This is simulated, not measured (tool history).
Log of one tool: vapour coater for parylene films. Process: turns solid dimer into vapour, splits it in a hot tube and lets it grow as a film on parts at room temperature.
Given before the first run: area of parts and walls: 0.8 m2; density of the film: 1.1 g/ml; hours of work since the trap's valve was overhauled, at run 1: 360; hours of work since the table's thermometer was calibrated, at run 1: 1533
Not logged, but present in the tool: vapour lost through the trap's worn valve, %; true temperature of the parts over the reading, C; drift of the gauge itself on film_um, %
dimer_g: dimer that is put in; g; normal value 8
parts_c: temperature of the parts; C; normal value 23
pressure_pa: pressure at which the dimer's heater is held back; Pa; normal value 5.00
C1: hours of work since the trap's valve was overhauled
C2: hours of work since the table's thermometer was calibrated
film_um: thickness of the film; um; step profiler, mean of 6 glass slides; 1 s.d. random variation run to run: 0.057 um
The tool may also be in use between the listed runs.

run 1 hour=0.0 | dimer_g=8 parts_c=23 pressure_pa=5.00 | C1=360 C2=1533 | film_um=7.24
run 2 hour=41.3 | dimer_g=8 parts_c=23 pressure_pa=5.00 | C1=390 C2=1563 | film_um=7.16
-- hour=49.1 table's thermometer calibrated
-- hour=89.6 trap's valve overhauled
run 3 hour=108.3 | dimer_g=8 parts_c=23 pressure_pa=5.00 | C1=14 C2=41 | film_um=7.34
run 4 hour=166.2 | dimer_g=8 parts_c=23 pressure_pa=5.00 | C1=57 C2=84 | film_um=7.29
run 5 hour=205.5 | dimer_g=8 parts_c=23 pressure_pa=5.00 | C1=86 C2=113 | film_um=7.30
run 6 hour=263.2 | dimer_g=8 parts_c=17 pressure_pa=5.00 | C1=128 C2=155 | film_um=8.47
run 7 hour=307.0 | dimer_g=5 parts_c=29 pressure_pa=10.01 | C1=161 C2=188 | film_um=3.57
run 8 hour=362.6 | dimer_g=12 parts_c=33 pressure_pa=8.18 | C1=202 C2=229 | film_um=7.81
run 9 hour=427.9 | dimer_g=3 parts_c=17 pressure_pa=3.03 | C1=250 C2=277 | film_um=3.34
run 10 hour=465.6 | dimer_g=3 parts_c=17 pressure_pa=5.87 | C1=278 C2=305 | film_um=3.10
run 11 hour=541.6 | dimer_g=4 parts_c=23 pressure_pa=2.53 | C1=335 C2=362 | film_um=3.88
run 12 hour=629.8 | dimer_g=4 parts_c=23 pressure_pa=2.53 | C1=400 C2=427 | film_um=3.89

Consider 3 possible next runs. They are alternatives, not a sequence: every one starts from the tool as it was left by run 12. What does each give?
-- hour=661.7 trap's valve overhauled
run A hour=693.5 | dimer_g=3 parts_c=30 pressure_pa=8.37 | C1=24 C2=471 | film_um=?
-- hour=661.7 trap's valve overhauled
run B hour=693.5 | dimer_g=7 parts_c=25 pressure_pa=4.42 | C1=24 C2=471 | film_um=?
-- hour=661.7 trap's valve overhauled
run C hour=693.5 | dimer_g=10 parts_c=29 pressure_pa=5.66 | C1=24 C2=471 | film_um=?

run=A film_um=2.11
run=B film_um=6.15
run=C film_um=7.81
With the hidden condition removed and each run's random variation left untouched, the same runs would have given:
run=A film_um=2.11
run=B film_um=6.16
run=C film_um=7.81

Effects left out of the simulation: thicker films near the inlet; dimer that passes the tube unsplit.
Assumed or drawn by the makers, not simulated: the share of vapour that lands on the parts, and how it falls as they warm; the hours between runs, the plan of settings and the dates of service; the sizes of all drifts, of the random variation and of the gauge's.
